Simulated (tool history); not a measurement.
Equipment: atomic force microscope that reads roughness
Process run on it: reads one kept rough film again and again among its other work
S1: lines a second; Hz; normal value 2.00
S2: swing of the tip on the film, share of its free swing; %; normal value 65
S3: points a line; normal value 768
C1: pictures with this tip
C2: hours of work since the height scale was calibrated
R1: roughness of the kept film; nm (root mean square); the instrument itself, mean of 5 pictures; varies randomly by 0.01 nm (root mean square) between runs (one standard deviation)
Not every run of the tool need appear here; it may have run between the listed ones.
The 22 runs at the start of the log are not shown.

| run | hour | S1 | S2 | S3 | C1 | C2 | R1 |
|---|---|---|---|---|---|---|---|
| 23 | 199.4 | 0.81 | 65 | 768 | 122 | 225 | 1.537 |
| 24 | 208.5 | 2.00 | 65 | 418 | 129 | 229 | 1.405 |
| 25 | 217.4 | 2.00 | 65 | 418 | 136 | 233 | 1.383 |
|  | 222.4 | new tip fitted |
| 26 | 223.5 | 2.00 | 65 | 418 | 1 | 235 | 2.364 |
| 27 | 235.0 | 0.89 | 65 | 768 | 10 | 241 | 2.429 |
| 28 | 240.3 | 1.86 | 65 | 768 | 14 | 243 | 2.255 |
| 29 | 249.1 | 2.78 | 89 | 708 | 21 | 247 | 1.608 |
| 30 | 260.0 | 0.64 | 57 | 768 | 30 | 252 | 2.254 |
| 31 | 269.2 | 2.00 | 62 | 768 | 37 | 256 | 2.048 |
| 32 | 279.1 | 2.00 | 70 | 490 | 45 | 260 | 1.875 |
|  | 281.1 | height scale calibrated on a step standard |
| 33 | 291.5 | 1.94 | 65 | 768 | 54 | 5 | 1.886 |
| 34 | 299.5 | 2.69 | 83 | 768 | 61 | 8 | 1.484 |
| 35 | 307.6 | 2.65 | 90 | 768 | 67 | 12 | 1.311 |
| 36 | 315.1 | 0.98 | 70 | 268 | 73 | 15 | 1.739 |
| 37 | 320.6 | 1.93 | 90 | 300 | 78 | 18 | 1.363 |
| 38 | 328.5 | 1.93 | 90 | 300 | 84 | 21 | 1.324 |
|  | 340.8 | height scale calibrated on a step standard, once more |
| 39 | 341.3 | 1.40 | 90 | 412 | 93 | 0 | 1.392 |
| 40 | 348.0 | 2.00 | 88 | 768 | 99 | 3 | 1.286 |
| 41 | 357.7 | 2.00 | 88 | 768 | 106 | 8 | 1.260 |
| 42 | 367.1 | 1.94 | 55 | 707 | 114 | 12 | 1.565 |
| 43 | 375.5 | 0.88 | 63 | 707 | 121 | 15 | 1.548 |
| 44 | 384.0 | 0.88 | 63 | 707 | 127 | 19 | 1.532 |
| 45 | 389.3 | 2.00 | 65 | 268 | 132 | 22 | 1.372 |
| 46 | 394.4 | 2.00 | 65 | 268 | 136 | 24 | 1.369 |
|  | 400.2 | new tip fitted |
| 47 | 400.3 | 1.39 | 65 | 559 | 0 | 26 | 2.441 |

Expected results for the next run?
| 48 | 406.4 | 0.59 | 55 | 509 | 5 | 29 | ? |

{"run 48": {"R1": 2.514}}
Had the tool carried no hidden state, the very same run would have given R1 2.589 nm (root mean square).
